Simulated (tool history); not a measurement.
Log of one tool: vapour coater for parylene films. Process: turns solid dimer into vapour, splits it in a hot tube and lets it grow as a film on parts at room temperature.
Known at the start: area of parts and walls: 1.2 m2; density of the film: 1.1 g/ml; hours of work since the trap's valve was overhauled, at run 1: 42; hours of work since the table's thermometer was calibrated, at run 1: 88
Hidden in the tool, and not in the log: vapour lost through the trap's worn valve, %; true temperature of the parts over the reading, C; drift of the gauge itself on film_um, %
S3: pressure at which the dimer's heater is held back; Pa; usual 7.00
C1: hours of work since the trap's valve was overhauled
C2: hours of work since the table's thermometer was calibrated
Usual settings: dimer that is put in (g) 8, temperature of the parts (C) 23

Run 1, hour 0.0: usual settings; C1 42; C2 88. Result: thickness of the film (µm) 3.20.
Run 2, hour 22.6: usual settings; C1 53; C2 98. Result: thickness of the film (µm) 3.17.
Run 3, hour 55.6: usual settings but temperature of the parts (C) 21; C1 68; C2 113. Result: thickness of the film (µm) 3.25.
Run 4, hour 80.6: usual settings but temperature of the parts (C) 21; C1 80; C2 125. Result: thickness of the film (µm) 3.27.
Run 5, hour 96.1: usual settings but dimer that is put in (g) 7, temperature of the parts (C) 21; C1 87; C2 132. Result: thickness of the film (µm) 2.85.
Run 6, hour 112.4: usual settings but dimer that is put in (g) 7, temperature of the parts (C) 21; C1 94; C2 140. Result: thickness of the film (µm) 2.82.
Run 7, hour 131.0: usual settings but dimer that is put in (g) 13, temperature of the parts (C) 21; C1 103; C2 148. Result: thickness of the film (µm) 5.29.
Run 8, hour 147.6: usual settings but dimer that is put in (g) 13, temperature of the parts (C) 21; C1 111; C2 156. Result: thickness of the film (µm) 5.35.
Run 9, hour 177.4: usual settings but temperature of the parts (C) 16; C1 125; C2 170. Result: thickness of the film (µm) 3.54.
Run 10, hour 197.5: usual settings but temperature of the parts (C) 16; C1 134; C2 179. Result: thickness of the film (µm) 3.59.
Run 11, hour 224.8: usual settings but temperature of the parts (C) 16; C1 147; C2 192. Result: thickness of the film (µm) 3.58.
Run 12, hour 249.3: usual settings but S3 5.08 Pa; C1 158; C2 203. Result: thickness of the film (µm) 3.33.
Run 13, hour 265.1: usual settings but dimer that is put in (g) 5, S3 4.36 Pa; C1 165; C2 210. Result: thickness of the film (µm) 2.14.
Run 14, hour 294.2: usual settings but dimer that is put in (g) 5, S3 4.36 Pa; C1 179; C2 224. Result: thickness of the film (µm) 2.14.

The next listed run, before its measurement:
Run 15, hour 310.9: usual settings but dimer that is put in (g) 4, temperature of the parts (C) 34, S3 2.26 Pa; C1 186; C2 231. Result: thickness of the film (µm) ?.

Run 15 gave thickness of the film (µm) 1.62.
Without the tool's hidden state the same run would have given thickness of the film (µm) 1.62.

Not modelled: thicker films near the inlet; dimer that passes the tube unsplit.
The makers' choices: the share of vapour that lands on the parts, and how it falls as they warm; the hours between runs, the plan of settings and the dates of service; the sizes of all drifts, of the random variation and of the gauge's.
